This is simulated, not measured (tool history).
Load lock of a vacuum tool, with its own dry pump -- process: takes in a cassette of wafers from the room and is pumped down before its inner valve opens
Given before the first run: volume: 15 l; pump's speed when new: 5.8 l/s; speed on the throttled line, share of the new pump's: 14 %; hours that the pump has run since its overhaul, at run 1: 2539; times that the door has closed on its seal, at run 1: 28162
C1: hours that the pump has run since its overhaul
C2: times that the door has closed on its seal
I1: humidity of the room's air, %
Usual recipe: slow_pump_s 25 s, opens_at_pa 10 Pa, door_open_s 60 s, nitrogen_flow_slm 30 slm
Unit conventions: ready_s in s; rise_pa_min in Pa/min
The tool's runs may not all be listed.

run 1 hour=0 | slow_pump_s=25 opens_at_pa=10 door_open_s=60 nitrogen_flow_slm=30 | C1=2539 C2=28162 | I1=41 | ready_s=45.4 rise_pa_min=0.058
run 2 hour=58.7 | slow_pump_s=25 opens_at_pa=10 door_open_s=60 nitrogen_flow_slm=30 | C1=2598 C2=28307 | I1=46.7 | ready_s=45.8 rise_pa_min=0.065
run 3 hour=145.2 | slow_pump_s=25 opens_at_pa=8 door_open_s=60 nitrogen_flow_slm=30 | C1=2684 C2=28522 | I1=42.5 | ready_s=45.6 rise_pa_min=0.06
run 4 hour=208.4 | slow_pump_s=25 opens_at_pa=8 door_open_s=60 nitrogen_flow_slm=30 | C1=2747 C2=28679 | I1=45.4 | ready_s=45.9 rise_pa_min=0.06
run 5 hour=264.6 | slow_pump_s=25 opens_at_pa=8 door_open_s=60 nitrogen_flow_slm=30 | C1=2803 C2=28819 | I1=43.8 | ready_s=45.8 rise_pa_min=0.064
run 6 hour=313.1 | slow_pump_s=25 opens_at_pa=10 door_open_s=60 nitrogen_flow_slm=30 | C1=2852 C2=28939 | I1=45.4 | ready_s=45.6 rise_pa_min=0.067
run 7 hour=387.1 | slow_pump_s=13 opens_at_pa=10 door_open_s=60 nitrogen_flow_slm=30 | C1=2926 C2=29123 | I1=47.1 | ready_s=35 rise_pa_min=0.066
run 8 hour=442.3 | slow_pump_s=13 opens_at_pa=10 door_open_s=60 nitrogen_flow_slm=30 | C1=2981 C2=29260 | I1=41.7 | ready_s=34.7 rise_pa_min=0.06
run 9 hour=497 | slow_pump_s=25 opens_at_pa=10 door_open_s=148 nitrogen_flow_slm=30 | C1=3036 C2=29395 | I1=46.4 | ready_s=45.1 rise_pa_min=0.121
run 10 hour=575.9 | slow_pump_s=25 opens_at_pa=18 door_open_s=60 nitrogen_flow_slm=30 | C1=3115 C2=29591 | I1=43.2 | ready_s=43.7 rise_pa_min=0.063
run 11 hour=625.1 | slow_pump_s=25 opens_at_pa=10 door_open_s=60 nitrogen_flow_slm=30 | C1=3164 C2=29713 | I1=43.5 | ready_s=45.3 rise_pa_min=0.059
run 12 hour=673 | slow_pump_s=25 opens_at_pa=19 door_open_s=45 nitrogen_flow_slm=7 | C1=3212 C2=29832 | I1=43.5 | ready_s=43.4 rise_pa_min=0.081
run 13 hour=750.5 | slow_pump_s=25 opens_at_pa=15 door_open_s=45 nitrogen_flow_slm=7 | C1=3289 C2=30025 | I1=46.7 | ready_s=44.4 rise_pa_min=0.094
run 14 hour=824.2 | slow_pump_s=38 opens_at_pa=10 door_open_s=53 nitrogen_flow_slm=5 | C1=3363 C2=30208 | I1=46.8 | ready_s=56.2 rise_pa_min=0.104
run 15 hour=908.6 | slow_pump_s=14 opens_at_pa=10 door_open_s=53 nitrogen_flow_slm=5 | C1=3447 C2=30417 | I1=39.7 | ready_s=35.6 rise_pa_min=0.093
run 16 hour=991.5 | slow_pump_s=15 opens_at_pa=10 door_open_s=211 nitrogen_flow_slm=30 | C1=3530 C2=30623 | I1=46.4 | ready_s=36.8 rise_pa_min=0.15
run 17 hour=1068.9 | slow_pump_s=28 opens_at_pa=7 door_open_s=239 nitrogen_flow_slm=11 | C1=3608 C2=30815 | I1=49.4 | ready_s=48.9 rise_pa_min=0.267
run 18 hour=1124 | slow_pump_s=28 opens_at_pa=7 door_open_s=239 nitrogen_flow_slm=11 | C1=3663 C2=30952 | I1=44.8 | ready_s=48.9 rise_pa_min=0.237
run 19 hour=1182.5 | slow_pump_s=17 opens_at_pa=9 door_open_s=99 nitrogen_flow_slm=8 | C1=3721 C2=31097 | I1=44.8 | ready_s=38.7 rise_pa_min=0.135
run 20 hour=1267.2 | slow_pump_s=27 opens_at_pa=9 door_open_s=99 nitrogen_flow_slm=25 | C1=3806 C2=31307 | I1=43.4 | ready_s=47.2 rise_pa_min=0.09
run 21 hour=1325.3 | slow_pump_s=27 opens_at_pa=7 door_open_s=60 nitrogen_flow_slm=25 | C1=3864 C2=31451 | I1=45.7 | ready_s=47.8 rise_pa_min=0.065
run 22 hour=1396.5 | slow_pump_s=19 opens_at_pa=10 door_open_s=64 nitrogen_flow_slm=6 | C1=3935 C2=31628 | I1=46.6 | ready_s=40.3 rise_pa_min=0.115

Below are 5 alternative next runs, each starting from the tool's condition after run 22. Predict each:
run A hour=1437.8 | slow_pump_s=19 opens_at_pa=17 door_open_s=197 nitrogen_flow_slm=30 | C1=3977 C2=31731 | I1=44.6 | ready_s=? rise_pa_min=?
run B hour=1437.8 | slow_pump_s=22 opens_at_pa=17 door_open_s=34 nitrogen_flow_slm=6 | C1=3977 C2=31731 | I1=44.9 | ready_s=? rise_pa_min=?
run C hour=1437.8 | slow_pump_s=23 opens_at_pa=10 door_open_s=163 nitrogen_flow_slm=6 | C1=3977 C2=31731 | I1=44.6 | ready_s=? rise_pa_min=?
run D hour=1437.8 | slow_pump_s=19 opens_at_pa=10 door_open_s=64 nitrogen_flow_slm=33 | C1=3977 C2=31731 | I1=40.8 | ready_s=? rise_pa_min=?
run E hour=1437.8 | slow_pump_s=25 opens_at_pa=10 door_open_s=60 nitrogen_flow_slm=17 | C1=3977 C2=31731 | I1=44.3 | ready_s=? rise_pa_min=?

run=A ready_s=38.9 rise_pa_min=0.142
run=B ready_s=41.3 rise_pa_min=0.071
run=C ready_s=43.6 rise_pa_min=0.209
run=D ready_s=40.4 rise_pa_min=0.058
run=E ready_s=45.2 rise_pa_min=0.08
The same runs, with their run-to-run variation unchanged, on a tool lacking any hidden condition would have given:
run=A ready_s=38.9 rise_pa_min=0.141
run=B ready_s=41.3 rise_pa_min=0.069
run=C ready_s=43.6 rise_pa_min=0.208
run=D ready_s=40.4 rise_pa_min=0.056
run=E ready_s=45.2 rise_pa_min=0.078

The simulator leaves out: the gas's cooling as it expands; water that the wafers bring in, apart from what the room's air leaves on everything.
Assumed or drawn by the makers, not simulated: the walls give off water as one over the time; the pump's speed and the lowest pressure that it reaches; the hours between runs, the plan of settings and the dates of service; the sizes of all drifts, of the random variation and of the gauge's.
